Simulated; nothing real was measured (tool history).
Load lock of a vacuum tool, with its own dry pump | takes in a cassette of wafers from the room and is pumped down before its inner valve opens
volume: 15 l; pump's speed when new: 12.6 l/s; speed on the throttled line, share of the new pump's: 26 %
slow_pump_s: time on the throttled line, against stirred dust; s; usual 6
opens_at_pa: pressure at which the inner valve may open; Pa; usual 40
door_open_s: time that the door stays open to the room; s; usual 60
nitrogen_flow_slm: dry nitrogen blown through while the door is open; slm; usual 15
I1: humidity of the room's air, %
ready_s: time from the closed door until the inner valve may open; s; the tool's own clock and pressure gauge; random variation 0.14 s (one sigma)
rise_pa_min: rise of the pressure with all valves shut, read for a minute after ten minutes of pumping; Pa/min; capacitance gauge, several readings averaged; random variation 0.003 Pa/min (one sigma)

run 1 hour=0.0 | slow_pump_s=6 opens_at_pa=40 door_open_s=60 nitrogen_flow_slm=15 | I1=45.3 | ready_s=14.6 rise_pa_min=0.088
run 2 hour=149.3 | slow_pump_s=5 opens_at_pa=40 door_open_s=60 nitrogen_flow_slm=15 | I1=45.9 | ready_s=13.5 rise_pa_min=0.097
run 3 hour=393.6 | slow_pump_s=6 opens_at_pa=40 door_open_s=60 nitrogen_flow_slm=4 | I1=45.5 | ready_s=14.5 rise_pa_min=0.110
run 4 hour=585.2 | slow_pump_s=6 opens_at_pa=40 door_open_s=60 nitrogen_flow_slm=15 | I1=44.2 | ready_s=14.6 rise_pa_min=0.100
run 5 hour=826.6 | slow_pump_s=6 opens_at_pa=40 door_open_s=60 nitrogen_flow_slm=15 | I1=45.3 | ready_s=14.6 rise_pa_min=0.103
run 6 hour=1080.2 | slow_pump_s=6 opens_at_pa=40 door_open_s=60 nitrogen_flow_slm=15 | I1=47.3 | ready_s=14.4 rise_pa_min=0.110
run 7 hour=1365.7 | slow_pump_s=6 opens_at_pa=40 door_open_s=94 nitrogen_flow_slm=15 | I1=46.6 | ready_s=14.6 rise_pa_min=0.120
run 8 hour=1578.1 | slow_pump_s=6 opens_at_pa=40 door_open_s=60 nitrogen_flow_slm=15 | I1=47.4 | ready_s=14.6 rise_pa_min=0.124
run 9 hour=1842.6 | slow_pump_s=6 opens_at_pa=69 door_open_s=60 nitrogen_flow_slm=15 | I1=46.6 | ready_s=14.0 rise_pa_min=0.125
run 10 hour=2115.8 | slow_pump_s=6 opens_at_pa=77 door_open_s=60 nitrogen_flow_slm=15 | I1=44.4 | ready_s=13.6 rise_pa_min=0.132
run 11 hour=2364.6 | slow_pump_s=6 opens_at_pa=77 door_open_s=60 nitrogen_flow_slm=15 | I1=46.6 | ready_s=14.0 rise_pa_min=0.137
run 12 hour=2498.9 | slow_pump_s=6 opens_at_pa=77 door_open_s=60 nitrogen_flow_slm=15 | I1=46.1 | ready_s=13.8 rise_pa_min=0.147
run 13 hour=2757.7 | slow_pump_s=6 opens_at_pa=77 door_open_s=60 nitrogen_flow_slm=15 | I1=45.2 | ready_s=13.9 rise_pa_min=0.148
run 14 hour=3016.8 | slow_pump_s=6 opens_at_pa=77 door_open_s=60 nitrogen_flow_slm=15 | I1=41.8 | ready_s=13.7 rise_pa_min=0.159
run 15 hour=3212.6 | slow_pump_s=6 opens_at_pa=77 door_open_s=60 nitrogen_flow_slm=15 | I1=45.2 | ready_s=13.9 rise_pa_min=0.162
run 16 hour=3428.5 | slow_pump_s=6 opens_at_pa=40 door_open_s=60 nitrogen_flow_slm=15 | I1=43.7 | ready_s=14.5 rise_pa_min=0.163
run 17 hour=3564.3 | slow_pump_s=6 opens_at_pa=50 door_open_s=60 nitrogen_flow_slm=15 | I1=46.9 | ready_s=14.4 rise_pa_min=0.176
run 18 hour=3769.7 | slow_pump_s=6 opens_at_pa=40 door_open_s=60 nitrogen_flow_slm=12 | I1=45.4 | ready_s=14.7 rise_pa_min=0.180
run 19 hour=4044.5 | slow_pump_s=7 opens_at_pa=73 door_open_s=34 nitrogen_flow_slm=6 | I1=44.9 | ready_s=14.5 rise_pa_min=0.188
run 20 hour=4245.1 | slow_pump_s=7 opens_at_pa=73 door_open_s=34 nitrogen_flow_slm=7 | I1=43.4 | ready_s=14.5 rise_pa_min=0.192
run 21 hour=4467.5 | slow_pump_s=9 opens_at_pa=74 door_open_s=162 nitrogen_flow_slm=12 | I1=44.7 | ready_s=16.1 rise_pa_min=0.211
-- hour=4508.9 door's seal changed, seat wiped
run 22 hour=4619.0 | slow_pump_s=9 opens_at_pa=74 door_open_s=162 nitrogen_flow_slm=12 | I1=44.9 | ready_s=16.2 rise_pa_min=0.052
run 23 hour=4840.0 | slow_pump_s=6 opens_at_pa=34 door_open_s=60 nitrogen_flow_slm=12 | I1=46.3 | ready_s=15.0 rise_pa_min=0.043
run 24 hour=5034.5 | slow_pump_s=6 opens_at_pa=34 door_open_s=60 nitrogen_flow_slm=12 | I1=44.4 | ready_s=15.2 rise_pa_min=0.041
run 25 hour=5242.1 | slow_pump_s=3 opens_at_pa=77 door_open_s=39 nitrogen_flow_slm=15 | I1=43.3 | ready_s=11.8 rise_pa_min=0.033
run 26 hour=5439.9 | slow_pump_s=3 opens_at_pa=73 door_open_s=50 nitrogen_flow_slm=15 | I1=45.5 | ready_s=12.0 rise_pa_min=0.039
run 27 hour=5636.2 | slow_pump_s=3 opens_at_pa=73 door_open_s=50 nitrogen_flow_slm=15 | I1=50.1 | ready_s=12.0 rise_pa_min=0.047
run 28 hour=5901.2 | slow_pump_s=10 opens_at_pa=69 door_open_s=61 nitrogen_flow_slm=12 | I1=49.0 | ready_s=17.0 rise_pa_min=0.047
run 29 hour=6114.5 | slow_pump_s=10 opens_at_pa=69 door_open_s=26 nitrogen_flow_slm=18 | I1=44.5 | ready_s=17.1 rise_pa_min=0.039
run 30 hour=6360.8 | slow_pump_s=4 opens_at_pa=63 door_open_s=26 nitrogen_flow_slm=18 | I1=45.1 | ready_s=12.9 rise_pa_min=0.043
run 31 hour=6477.5 | slow_pump_s=4 opens_at_pa=63 door_open_s=77 nitrogen_flow_slm=18 | I1=41.5 | ready_s=13.0 rise_pa_min=0.047
run 32 hour=6679.5 | slow_pump_s=6 opens_at_pa=71 door_open_s=122 nitrogen_flow_slm=9 | I1=44.9 | ready_s=14.2 rise_pa_min=0.072
run 33 hour=6940.8 | slow_pump_s=6 opens_at_pa=71 door_open_s=122 nitrogen_flow_slm=9 | I1=44.7 | ready_s=14.2 rise_pa_min=0.070
run 34 hour=7170.0 | slow_pump_s=6 opens_at_pa=71 door_open_s=122 nitrogen_flow_slm=9 | I1=45.1 | ready_s=14.1 rise_pa_min=0.086
run 35 hour=7335.1 | slow_pump_s=6 opens_at_pa=71 door_open_s=108 nitrogen_flow_slm=9 | I1=45.8 | ready_s=14.2 rise_pa_min=0.075
run 36 hour=7564.6 | slow_pump_s=6 opens_at_pa=71 door_open_s=108 nitrogen_flow_slm=9 | I1=44.3 | ready_s=14.3 rise_pa_min=0.077

Some steps in ready_s between neighbouring runs. How much of each would the tool show without its hidden state too (settings, what came in, random variation), and how much is left for the hidden state, with any gauge scatter that isn't in both results?
The hidden state here: pump's speed, % of a new pump's; leak at the door's seal, Pa l/s; drift of the gauge itself on ready_s, %; drift of the gauge itself on rise_pa_min, %.
Run 15 -> 16: opens_at_pa 77 -> 40. ready_s +0.6 s: hidden state +0.2, all else +0.4.
Run 18 -> 19: slow_pump_s 6 -> 7, opens_at_pa 40 -> 73, door_open_s 60 -> 34, nitrogen_flow_slm 12 -> 6. ready_s -0.2 s: hidden state -0.2, all else +0.0.
Run 22 -> 23: slow_pump_s 9 -> 6, opens_at_pa 74 -> 34, door_open_s 162 -> 60. ready_s -1.2 s: hidden state +0.3, all else -1.5.
Run 24 -> 25: slow_pump_s 6 -> 3, opens_at_pa 34 -> 77, door_open_s 60 -> 39, nitrogen_flow_slm 12 -> 15. ready_s -3.4 s: hidden state -0.1, all else -3.3.
Run 27 -> 28: slow_pump_s 3 -> 10, opens_at_pa 73 -> 69, door_open_s 50 -> 61, nitrogen_flow_slm 15 -> 12. ready_s +5.0 s: hidden state -0.2, all else +5.2.
Run 29 -> 30: slow_pump_s 10 -> 4, opens_at_pa 69 -> 63. ready_s -4.2 s: hidden state +0.2, all else -4.4.

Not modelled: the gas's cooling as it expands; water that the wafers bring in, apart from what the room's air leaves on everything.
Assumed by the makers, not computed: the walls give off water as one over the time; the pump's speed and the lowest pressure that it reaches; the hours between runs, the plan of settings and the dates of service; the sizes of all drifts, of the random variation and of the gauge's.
